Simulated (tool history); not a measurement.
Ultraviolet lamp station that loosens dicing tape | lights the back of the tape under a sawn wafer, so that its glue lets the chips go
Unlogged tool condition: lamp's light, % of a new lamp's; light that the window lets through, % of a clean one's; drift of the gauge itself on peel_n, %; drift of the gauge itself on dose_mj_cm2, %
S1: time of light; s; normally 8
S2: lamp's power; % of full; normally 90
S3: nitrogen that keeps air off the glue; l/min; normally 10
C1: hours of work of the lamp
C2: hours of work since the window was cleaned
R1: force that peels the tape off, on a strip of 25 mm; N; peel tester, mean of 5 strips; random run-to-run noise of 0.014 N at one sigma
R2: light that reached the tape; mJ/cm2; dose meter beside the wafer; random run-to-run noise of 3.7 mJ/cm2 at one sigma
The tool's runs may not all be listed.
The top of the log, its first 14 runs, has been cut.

run 15 hour=558.6 | S1=8 S2=90 S3=13 | C1=917 C2=233 | R1=0.583 R2=618
-- hour=563.9 window cleaned of glue's vapour
run 16 hour=613.8 | S1=8 S2=90 S3=13 | C1=952 C2=32 | R1=0.575 R2=614
run 17 hour=661.7 | S1=8 S2=90 S3=10 | C1=983 C2=63 | R1=0.643 R2=613
run 18 hour=697.8 | S1=8 S2=82 S3=10 | C1=1006 C2=86 | R1=0.713 R2=553
run 19 hour=738.7 | S1=8 S2=82 S3=10 | C1=1033 C2=112 | R1=0.736 R2=554
run 20 hour=772.5 | S1=8 S2=90 S3=5 | C1=1055 C2=134 | R1=0.903 R2=610
run 21 hour=818.4 | S1=8 S2=90 S3=4 | C1=1084 C2=164 | R1=1.082 R2=604
run 22 hour=875.4 | S1=8 S2=77 S3=13 | C1=1121 C2=200 | R1=0.725 R2=515
-- hour=930.1 window cleaned of glue's vapour
run 23 hour=930.1 | S1=14 S2=85 S3=12 | C1=1156 C2=0 | R1=0.305 R2=999
run 24 hour=977.9 | S1=14 S2=85 S3=4 | C1=1186 C2=31 | R1=0.458 R2=988
run 25 hour=1032.1 | S1=12 S2=93 S3=17 | C1=1221 C2=66 | R1=0.302 R2=931
run 26 hour=1089.5 | S1=9 S2=64 S3=17 | C1=1258 C2=103 | R1=0.744 R2=475
run 27 hour=1145.1 | S1=5 S2=70 S3=19 | C1=1294 C2=138 | R1=1.477 R2=286
run 28 hour=1170.6 | S1=5 S2=70 S3=15 | C1=1310 C2=155 | R1=1.520 R2=289
run 29 hour=1201.7 | S1=8 S2=90 S3=5 | C1=1330 C2=175 | R1=0.893 R2=598
run 30 hour=1228.4 | S1=5 S2=90 S3=10 | C1=1348 C2=192 | R1=1.314 R2=368
run 31 hour=1253.3 | S1=7 S2=60 S3=5 | C1=1364 C2=208 | R1=1.883 R2=346
run 32 hour=1286.4 | S1=7 S2=60 S3=5 | C1=1385 C2=229 | R1=1.830 R2=344
-- hour=1297.2 window cleaned of glue's vapour
run 33 hour=1344.4 | S1=15 S2=74 S3=4 | C1=1422 C2=30 | R1=0.526 R2=903
run 34 hour=1385.7 | S1=15 S2=74 S3=4 | C1=1448 C2=57 | R1=0.526 R2=897
run 35 hour=1416.6 | S1=15 S2=69 S3=4 | C1=1468 C2=77 | R1=0.576 R2=848
run 36 hour=1454.7 | S1=14 S2=84 S3=5 | C1=1493 C2=101 | R1=0.403 R2=944
run 37 hour=1480.6 | S1=14 S2=84 S3=5 | C1=1509 C2=118 | R1=0.435 R2=949
run 38 hour=1534.2 | S1=15 S2=84 S3=8 | C1=1544 C2=152 | R1=0.323 R2=1008

Predict each of these 3 candidate next runs independently; none follows another, all start after run 38:
run A hour=1575.8 | S1=5 S2=67 S3=20 | C1=1571 C2=179 | R1=? R2=?
run B hour=1575.8 | S1=13 S2=82 S3=4 | C1=1571 C2=179 | R1=? R2=?
run C hour=1575.8 | S1=5 S2=75 S3=4 | C1=1571 C2=179 | R1=? R2=?

run=A R1=1.519 R2=272
run=B R1=0.570 R2=850
run=C R1=2.190 R2=297
Had the tool no hidden state, the same runs would have come out as:
run=A R1=1.514 R2=292
run=B R1=0.567 R2=911
run=C R1=2.185 R2=318

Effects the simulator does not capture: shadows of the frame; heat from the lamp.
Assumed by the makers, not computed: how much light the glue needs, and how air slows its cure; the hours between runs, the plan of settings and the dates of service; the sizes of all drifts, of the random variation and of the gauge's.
